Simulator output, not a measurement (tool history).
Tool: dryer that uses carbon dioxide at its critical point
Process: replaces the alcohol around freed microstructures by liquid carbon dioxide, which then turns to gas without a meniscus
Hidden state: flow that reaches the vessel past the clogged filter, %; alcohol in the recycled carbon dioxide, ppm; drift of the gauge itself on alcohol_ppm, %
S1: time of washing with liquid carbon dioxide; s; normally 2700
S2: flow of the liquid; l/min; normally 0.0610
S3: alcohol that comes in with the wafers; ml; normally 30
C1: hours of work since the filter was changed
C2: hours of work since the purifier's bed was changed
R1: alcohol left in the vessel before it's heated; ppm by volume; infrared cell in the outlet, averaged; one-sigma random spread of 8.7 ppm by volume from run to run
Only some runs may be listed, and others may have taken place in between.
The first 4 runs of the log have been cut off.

run,day,S1,S2,S3,C1,C2,R1
5,3.171,2700,0.0722,30,425,364,548
6,4.108,2700,0.0610,30,436,375,1076
7,4.529,2700,0.0610,30,441,380,1044
8,5.012,2700,0.0610,30,446,386,1081
9,5.621,2700,0.0610,30,453,393,1102
10,6.242,2400,0.0610,30,461,400,1643
11,6.862,2400,0.0610,30,468,407,1678
12,7.296,2400,0.0610,30,473,412,1712
# day 7.967: inlet filter changed
13,8.183,2700,0.0610,30,3,422,589
14,8.712,2700,0.0610,30,9,428,611
15,9.271,2700,0.0610,30,15,435,601
16,9.750,2700,0.0610,60,21,440,1154
17,10.358,2700,0.0610,60,28,447,1144
18,10.858,2700,0.0610,60,34,453,1126
19,11.762,1620,0.0893,60,44,464,2142
20,12.379,3120,0.0568,70,51,471,962
21,13.288,1920,0.0388,87,62,481,19937
22,14.142,1920,0.0388,87,72,491,19314
23,14.942,1920,0.0624,87,81,500,5922
24,15.529,2820,0.0610,30,88,507,577
25,16.154,3300,0.0521,30,95,515,582
26,16.908,3300,0.0521,30,104,523,583
27,17.904,1680,0.0929,30,115,535,971
28,18.692,1680,0.1032,64,124,544,1306
29,19.421,2100,0.0788,34,133,552,860

Run 30 is up next; what results do you expect?
30,20.038,2700,0.0525,118,140,560,?

Logged for run 30: R1 4569 ppm by volume.
Take away the tool's hidden state, keep the run-to-run variation as it was, and the same run would have given R1 3512 ppm by volume.

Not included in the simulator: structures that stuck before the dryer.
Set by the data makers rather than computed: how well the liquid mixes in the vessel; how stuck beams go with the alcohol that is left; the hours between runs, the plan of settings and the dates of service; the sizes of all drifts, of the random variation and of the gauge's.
